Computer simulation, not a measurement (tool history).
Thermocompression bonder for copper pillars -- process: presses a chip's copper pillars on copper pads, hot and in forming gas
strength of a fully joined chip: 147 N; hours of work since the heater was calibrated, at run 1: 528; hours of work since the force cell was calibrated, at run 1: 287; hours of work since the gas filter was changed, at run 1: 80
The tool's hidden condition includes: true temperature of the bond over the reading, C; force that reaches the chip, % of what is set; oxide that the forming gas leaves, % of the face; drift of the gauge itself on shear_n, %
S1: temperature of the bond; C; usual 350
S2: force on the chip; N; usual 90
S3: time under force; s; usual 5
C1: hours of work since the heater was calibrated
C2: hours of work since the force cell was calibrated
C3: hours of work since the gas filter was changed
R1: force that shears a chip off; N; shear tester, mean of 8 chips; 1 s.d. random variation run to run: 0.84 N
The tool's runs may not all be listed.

run	hour	S1	S2	S3	C1	C2	C3	R1
1	0	350	90	5	528	287	80	68.4
2	16.8	350	57	5	536	295	88	50.3
3	39.7	350	90	3	547	306	100	55.6
4	63.1	350	90	5	558	317	111	66.6
5	76.7	350	90	5	565	324	117	66.3
6	90.5	371	90	5	571	331	124	78.9
7	102.6	371	90	5	577	337	130	78.8
8	116.5	371	90	5	584	343	137	78.7
9	128.3	350	90	5	590	349	142	66.7
10	151.5	335	90	5	601	360	154	57.8
11	168.8	335	90	5	609	369	162	56.8
12	189.9	350	90	5	620	379	172	64
13	201	370	96	12	625	384	178	102.8
14	211.7	350	95	3	630	389	183	57.2
15	223.4	350	95	3	636	395	188	54.9
16	234.4	371	55	3	641	400	194	46.4
17	248.5	323	55	3	648	407	201	27.6
18	258.4	331	90	7	653	412	205	61.7
19	275.8	331	90	7	661	420	214	62.1
20	290.9	361	70	3	669	428	221	49.3
21	311.6	361	70	3	679	438	231	50.5
22	331.1	336	58	4	688	447	241	37.1
23	341.3	346	72	3	693	452	246	43.3
24	364	337	90	4	704	463	257	53.3

Branching from run 24: 3 alternative next runs. What would each branch give?
A	373.7	332	72	3	709	468	261	?
B	373.7	357	111	11	709	468	261	?
C	373.7	337	104	4	709	468	261	?

run	R1
A	37.5
B	95.2
C	57.5
With the hidden condition removed and each run's random variation left untouched, the same runs would have given:
run	R1
A	39.1
B	100.7
C	60.2

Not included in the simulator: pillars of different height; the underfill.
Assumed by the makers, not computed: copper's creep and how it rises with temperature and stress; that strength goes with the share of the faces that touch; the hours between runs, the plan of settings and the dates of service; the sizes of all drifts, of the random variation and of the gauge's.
